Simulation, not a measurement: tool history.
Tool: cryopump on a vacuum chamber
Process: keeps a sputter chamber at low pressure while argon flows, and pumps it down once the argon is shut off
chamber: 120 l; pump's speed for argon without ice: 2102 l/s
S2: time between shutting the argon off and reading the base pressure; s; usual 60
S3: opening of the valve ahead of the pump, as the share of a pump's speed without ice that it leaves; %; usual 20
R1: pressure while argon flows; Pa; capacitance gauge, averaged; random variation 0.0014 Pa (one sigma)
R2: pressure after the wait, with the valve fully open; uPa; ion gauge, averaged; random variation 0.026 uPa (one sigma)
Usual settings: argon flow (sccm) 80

{"run": 1, "hour": 0.0, "argon flow (sccm)": 80, "S2": 60, "S3": 20, "R1": 0.3246, "R2": 2.8}
{"run": 2, "hour": 14.6, "argon flow (sccm)": 80, "S2": 94, "S3": 20, "R1": 0.3236, "R2": 2.55}
{"run": 3, "hour": 31.7, "argon flow (sccm)": 80, "S2": 60, "S3": 20, "R1": 0.3255, "R2": 2.88}
{"run": 4, "hour": 45.2, "argon flow (sccm)": 80, "S2": 60, "S3": 20, "R1": 0.3242, "R2": 2.89}
{"run": 5, "hour": 54.6, "argon flow (sccm)": 80, "S2": 60, "S3": 20, "R1": 0.3247, "R2": 2.78}
{"run": 6, "hour": 64.5, "argon flow (sccm)": 80, "S2": 60, "S3": 20, "R1": 0.3254, "R2": 2.88}
{"run": 7, "hour": 77.1, "argon flow (sccm)": 80, "S2": 60, "S3": 20, "R1": 0.3274, "R2": 2.88}
{"run": 8, "hour": 89.0, "argon flow (sccm)": 80, "S2": 60, "S3": 36, "R1": 0.1834, "R2": 2.91}
{"run": 9, "hour": 106.1, "argon flow (sccm)": 80, "S2": 60, "S3": 34, "R1": 0.1944, "R2": 3.0}
{"run": 10, "hour": 114.7, "argon flow (sccm)": 80, "S2": 60, "S3": 34, "R1": 0.1939, "R2": 2.88}
{"run": 11, "hour": 123.3, "argon flow (sccm)": 80, "S2": 60, "S3": 16, "R1": 0.4068, "R2": 2.82}
{"run": 12, "hour": 138.1, "argon flow (sccm)": 80, "S2": 60, "S3": 17, "R1": 0.3835, "R2": 3.04}
{"run": 13, "hour": 150.8, "argon flow (sccm)": 80, "S2": 78, "S3": 31, "R1": 0.2122, "R2": 2.66}
{"run": 14, "hour": 158.5, "argon flow (sccm)": 80, "S2": 60, "S3": 29, "R1": 0.2296, "R2": 2.95}
{"run": 15, "hour": 174.9, "argon flow (sccm)": 80, "S2": 96, "S3": 59, "R1": 0.1144, "R2": 2.61}
{"run": 16, "hour": 188.1, "argon flow (sccm)": 63, "S2": 109, "S3": 20, "R1": 0.2591, "R2": 2.61}
{"run": 17, "hour": 201.9, "argon flow (sccm)": 63, "S2": 109, "S3": 20, "R1": 0.2592, "R2": 2.52}
{"run": 18, "hour": 214.2, "argon flow (sccm)": 63, "S2": 193, "S3": 47, "R1": 0.1112, "R2": 2.35}
{"run": 19, "hour": 221.6, "argon flow (sccm)": 63, "S2": 193, "S3": 47, "R1": 0.1124, "R2": 2.35}

4 ways to go on from here, each from the tool as it stands after run 19. What would each give?
{"run": "A", "hour": 233.1, "argon flow (sccm)": 78, "S2": 40, "S3": 39, "R1": "?", "R2": "?"}
{"run": "B", "hour": 233.1, "argon flow (sccm)": 63, "S2": 27, "S3": 27, "R1": "?", "R2": "?"}
{"run": "C", "hour": 233.1, "argon flow (sccm)": 139, "S2": 29, "S3": 20, "R1": "?", "R2": "?"}
{"run": "D", "hour": 233.1, "argon flow (sccm)": 159, "S2": 60, "S3": 20, "R1": "?", "R2": "?"}

run=A R1=0.1673 R2=3.42
run=B R1=0.1931 R2=4.10
run=C R1=0.5670 R2=4.04
run=D R1=0.6532 R2=3.01
Without the tool's hidden state the same runs would have given:
run=A R1=0.1611 R2=1.58
run=B R1=0.1882 R2=2.25
run=C R1=0.5561 R2=2.16
run=D R1=0.6406 R2=1.12

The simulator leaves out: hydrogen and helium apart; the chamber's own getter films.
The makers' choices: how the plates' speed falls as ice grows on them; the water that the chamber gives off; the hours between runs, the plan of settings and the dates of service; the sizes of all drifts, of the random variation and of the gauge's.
